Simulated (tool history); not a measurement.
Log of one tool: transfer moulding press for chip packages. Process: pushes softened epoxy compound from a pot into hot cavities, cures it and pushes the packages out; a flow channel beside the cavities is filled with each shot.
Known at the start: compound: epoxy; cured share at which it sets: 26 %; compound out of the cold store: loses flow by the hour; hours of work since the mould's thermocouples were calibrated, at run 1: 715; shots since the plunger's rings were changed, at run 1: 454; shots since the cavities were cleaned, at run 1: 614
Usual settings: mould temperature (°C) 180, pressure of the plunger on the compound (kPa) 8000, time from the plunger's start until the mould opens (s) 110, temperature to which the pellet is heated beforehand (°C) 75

run     day  mould temperature (°C)  pressure of the plunger on the compound (kPa)  time from the plunger's start until the mould opens (s)  temperature to which the pellet is heated beforehand (°C)  hours of work since the mould's thermocouples were calibrated  shots since the plunger's rings were changed  shots since the cavities were cleaned  incoming compound's hours out of the cold store  length that the compound runs in the flow channel (mm)  greatest force on the pins that push the packages out (N)
  1       0                     180                                           8000                                                      110                                                         75                                                            715                                           454                                    614                                             22.5                                                     556                                                        913
      0.217  -- cavities cleaned with cleaning compound and waxed
  2   1.688                     180                                           8000                                                      128                                                         75                                                            740                                           877                                    383                                             16.7                                                     568                                                        713
      2.858  -- cavities cleaned with cleaning compound and waxed
  3   3.483                     180                                           8000                                                      102                                                         75                                                            767                                          1328                                    163                                               27                                                     541                                                        921
      4.204  -- mould's thermocouples calibrated
  4     5.1                     180                                           8000                                                      102                                                         75                                                             14                                          1727                                    562                                             35.3                                                     517                                                       1136
      5.546  -- cavities cleaned with cleaning compound and waxed
  5   6.483                     180                                           8000                                                      102                                                         75                                                             35                                          2071                                    244                                             19.1                                                     546                                                       1025
      8.079  -- cavities cleaned with cleaning compound and waxed
  6   8.467                     180                                           8000                                                      110                                                         75                                                             65                                          2571                                    100                                             11.9                                                     558                                                        811
      8.992  -- plunger's sealing rings changed
  7   9.638                     180                                           8000                                                      110                                                         78                                                             81                                           168                                    378                                             20.1                                                     570                                                        945
     10.883  -- cavities cleaned with cleaning compound and waxed
  8  11.096                     180                                           8000                                                      110                                                         78                                                            103                                           531                                     55                                             41.7                                                     520                                                        690
     12.121  -- mould's thermocouples calibrated, once more
  9  12.446                     180                                           8000                                                      110                                                         78                                                              5                                           861                                    385                                              9.2                                                     583                                                        865
     13.612  -- cavities cleaned with cleaning compound and waxed
 10  14.375                     180                                           8000                                                      110                                                         78                                                             34                                          1346                                    198                                             46.4                                                     502                                                        738
     16.229  -- cavities cleaned with cleaning compound and waxed
 11  16.554                     180                                           8000                                                      110                                                         78                                                             67                                          1898                                     85                                               20                                                     546                                                        641
 12  18.125                     180                                           8000                                                      110                                                         78                                                             92                                          2306                                    493                                             41.2                                                     495                                                        863
     18.783  -- cavities cleaned with cleaning compound and waxed
 13  19.325                     180                                           8000                                                      110                                                         75                                                            109                                          2602                                    140                                               36                                                     501                                                        680
     19.792  -- plunger's sealing rings changed
 14  20.829                     180                                           8000                                                      110                                                         75                                                            131                                           269                                    504                                             31.9                                                     539                                                        858

Run 15 comes next. What will it give?
     21.508  -- cavities cleaned with cleaning compound and waxed
 15  23.021                     180                                           8000                                                      110                                                         75                                                            164                                           824                                    394                                             34.1                                                       ?                                                          ?

length that the compound runs in the flow channel (mm): 527
greatest force on the pins that push the packages out (N): 808
Without the tool's hidden state the same run would have given length that the compound runs in the flow channel (mm) 534, greatest force on the pins that push the packages out (N) 532.
